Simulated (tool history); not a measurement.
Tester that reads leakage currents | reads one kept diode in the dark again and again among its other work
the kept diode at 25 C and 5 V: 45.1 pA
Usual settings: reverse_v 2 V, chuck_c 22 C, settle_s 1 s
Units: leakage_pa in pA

run    hour  reverse_v  chuck_c  settle_s  leakage_pa
  1       0          2       22         1       26.51
  2   189.6          2       22         1       26.45
  3   310.3          2       22         1        26.6
  4   526.2          2       42         1       113.3
  5   779.3          2       42         1      113.82
  6   923.2          2       22         1       27.43
  7  1122.9          2       22      4.57       27.36
  8    1239          2       22      4.57       27.58
  9  1494.6          2       22         1       28.06
 10  1656.6      17.17       22         1       78.27
 11  1896.7      17.17       22         1       79.64
 12  2084.4          2       22         1       28.96
     2102.6  -- tester calibrated
 13  2361.9          2       22         1        29.2
 14  2568.3       5.37       21      0.86       44.02
 15  2705.4          2       22      0.51       30.19
 16    2846       1.57       39      0.95       90.05
 17  3088.9        5.9       54       2.3      431.94
     3186.8  -- tester calibrated, once more
 18  3204.5        5.9       54       2.3      429.11
     3410.3  -- probe card cleaned and baked
     3412.3  -- chuck's temperature calibrated
 19  3412.3      10.42       29       2.3       85.38
 20  3579.7      10.42       29       2.3       86.01
 21  3800.3        6.6       22      2.18       42.55
 22  3976.2          2       51      3.62      194.09
 23  4126.4          2       20      5.82       21.53
 24  4286.3          2       20      5.82       21.71

Forecast each of these 4 alternatives for the next run:
  A  4509.4       2.47       50         1           ?
  B  4509.4       15.7       21      0.37           ?
  C  4509.4          2       51      0.65           ?
  D  4509.4       3.65       20      8.62           ?

run  leakage_pa
  A      204.41
  B       68.91
  C      198.61
  D       28.63
Without the tool's hidden state the same runs would have given:
run  leakage_pa
  A      196.05
  B       63.95
  C      190.59
  D       26.78

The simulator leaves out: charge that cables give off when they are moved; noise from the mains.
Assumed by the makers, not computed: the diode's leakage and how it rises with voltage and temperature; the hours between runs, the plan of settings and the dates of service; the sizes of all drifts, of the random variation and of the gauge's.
